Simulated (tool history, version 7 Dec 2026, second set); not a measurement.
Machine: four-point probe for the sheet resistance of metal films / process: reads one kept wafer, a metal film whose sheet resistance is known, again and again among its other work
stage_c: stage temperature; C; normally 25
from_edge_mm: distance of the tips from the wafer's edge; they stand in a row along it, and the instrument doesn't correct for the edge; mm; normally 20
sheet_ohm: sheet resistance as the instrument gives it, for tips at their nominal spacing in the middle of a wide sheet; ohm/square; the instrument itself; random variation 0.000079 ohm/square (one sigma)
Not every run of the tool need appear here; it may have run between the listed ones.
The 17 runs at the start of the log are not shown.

run,hour,stage_c,from_edge_mm,touches since the probe head was changed,hours of work since the stage's thermometer was calibrated,sheet_ohm
18,304.0,25,15,23046,1796,0.394288
19,317.0,25,15,23684,1807,0.394541
20,339.5,19,13,24786,1825,0.393573
21,363.8,29,20,25974,1844,0.395083
22,379.7,29,65,26756,1857,0.394923
23,392.5,18,72,27380,1867,0.392826
24,409.3,18,72,28200,1880,0.392891
25,422.0,34,8,28823,1891,0.397307
26,437.8,34,13,29599,1903,0.396522
27,455.3,25,6,30454,1917,0.396769
28,479.0,25,6,31616,1936,0.396811
29,490.9,31,23,32194,1946,0.395508
30,505.8,20,72,32927,1958,0.393405
31,525.5,18,6,33888,1973,0.395553
32,544.3,23,20,34808,1988,0.394414

Predict the results of run 33:
33,554.5,20,9,35308,1996,?

Run 33 yielded sheet_ohm 0.394569 ohm/square.
With the hidden condition absent and the run-to-run variation left alone, this run would have shown sheet_ohm 0.392766 ohm/square.

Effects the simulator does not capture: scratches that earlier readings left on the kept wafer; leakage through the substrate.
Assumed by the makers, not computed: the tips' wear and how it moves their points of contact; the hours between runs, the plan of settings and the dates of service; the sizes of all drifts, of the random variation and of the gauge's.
